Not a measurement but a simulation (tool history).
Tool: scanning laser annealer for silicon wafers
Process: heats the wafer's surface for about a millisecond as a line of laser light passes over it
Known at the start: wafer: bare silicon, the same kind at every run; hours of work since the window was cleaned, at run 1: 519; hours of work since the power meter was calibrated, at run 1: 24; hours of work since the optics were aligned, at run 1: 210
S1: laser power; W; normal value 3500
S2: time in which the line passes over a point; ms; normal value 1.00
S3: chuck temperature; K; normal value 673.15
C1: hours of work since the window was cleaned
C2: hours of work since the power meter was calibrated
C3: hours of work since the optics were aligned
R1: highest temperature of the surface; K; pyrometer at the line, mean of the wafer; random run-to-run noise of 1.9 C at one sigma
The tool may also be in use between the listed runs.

| run | day | S1 | S2 | S3 | C1 | C2 | C3 | R1 |
|---|---|---|---|---|---|---|---|---|
| 1 | 0.000 | 3500 | 1.00 | 673.15 | 519 | 24 | 210 | 1390.15 |
| 2 | 0.592 | 3500 | 1.00 | 673.15 | 530 | 35 | 221 | 1389.15 |
| 3 | 1.092 | 3500 | 1.00 | 673.15 | 539 | 44 | 230 | 1391.15 |
| 4 | 1.792 | 3500 | 1.00 | 673.15 | 552 | 57 | 243 | 1387.15 |
| 5 | 2.712 | 3500 | 1.00 | 673.15 | 569 | 74 | 260 | 1386.15 |
| 6 | 3.775 | 3500 | 0.85 | 673.15 | 589 | 93 | 279 | 1336.15 |
| 7 | 4.629 | 3500 | 0.74 | 673.15 | 604 | 109 | 295 | 1299.15 |
| 8 | 5.754 | 3500 | 0.74 | 673.15 | 625 | 130 | 316 | 1292.15 |
| 9 | 6.454 | 3500 | 0.74 | 673.15 | 638 | 143 | 328 | 1297.15 |
| 10 | 7.425 | 3500 | 0.74 | 673.15 | 656 | 160 | 346 | 1299.15 |
| 11 | 8.533 | 3500 | 1.00 | 673.15 | 676 | 181 | 367 | 1387.15 |
|  | 8.688 | window over the wafer cleaned |
| 12 | 9.542 | 3500 | 1.00 | 673.15 | 16 | 198 | 384 | 1387.15 |
| 13 | 10.733 | 3500 | 1.00 | 673.15 | 38 | 220 | 406 | 1390.15 |
| 14 | 11.379 | 3500 | 1.00 | 673.15 | 49 | 231 | 417 | 1388.15 |
| 15 | 12.442 | 3500 | 1.00 | 673.15 | 69 | 251 | 437 | 1389.15 |
| 16 | 13.083 | 3500 | 1.00 | 673.15 | 81 | 263 | 449 | 1389.15 |
| 17 | 13.917 | 3500 | 1.00 | 673.15 | 96 | 278 | 464 | 1385.15 |
| 18 | 14.442 | 3500 | 1.00 | 691.15 | 106 | 288 | 474 | 1405.15 |
| 19 | 15.258 | 3103 | 1.00 | 657.15 | 121 | 303 | 489 | 1285.15 |
| 20 | 15.771 | 3724 | 1.00 | 657.15 | 130 | 312 | 498 | 1424.15 |
| 21 | 16.954 | 3648 | 1.00 | 698.15 | 152 | 334 | 520 | 1448.15 |
| 22 | 17.738 | 3564 | 1.08 | 677.15 | 166 | 348 | 534 | 1433.15 |
| 23 | 18.288 | 3437 | 0.89 | 662.15 | 176 | 358 | 544 | 1324.15 |
| 24 | 19.108 | 3500 | 1.14 | 699.15 | 191 | 373 | 559 | 1458.15 |
| 25 | 20.192 | 3500 | 1.01 | 699.15 | 211 | 393 | 579 | 1416.15 |
| 26 | 21.129 | 3244 | 1.00 | 673.15 | 228 | 410 | 596 | 1331.15 |
| 27 | 22.358 | 3408 | 0.80 | 702.15 | 251 | 433 | 619 | 1327.15 |

Branching from run 27: 5 alternative next runs. What would each branch give?
| A | 22.896 | 3475 | 0.82 | 653.15 | 261 | 443 | 629 | ? |
| B | 22.896 | 3277 | 0.80 | 702.15 | 261 | 443 | 629 | ? |
| C | 22.896 | 3500 | 1.16 | 666.15 | 261 | 443 | 629 | ? |
| D | 22.896 | 3091 | 1.20 | 696.15 | 261 | 443 | 629 | ? |
| E | 22.896 | 3177 | 0.88 | 636.15 | 261 | 443 | 629 | ? |

| run | R1 |
|---|---|
| A | 1300.15 |
| B | 1300.15 |
| C | 1427.15 |
| D | 1374.15 |
| E | 1240.15 |
Without the tool's unlogged condition, the same runs would have read:
| run | R1 |
|---|---|
| A | 1301.15 |
| B | 1300.15 |
| C | 1427.15 |
| D | 1374.15 |
| E | 1241.15 |
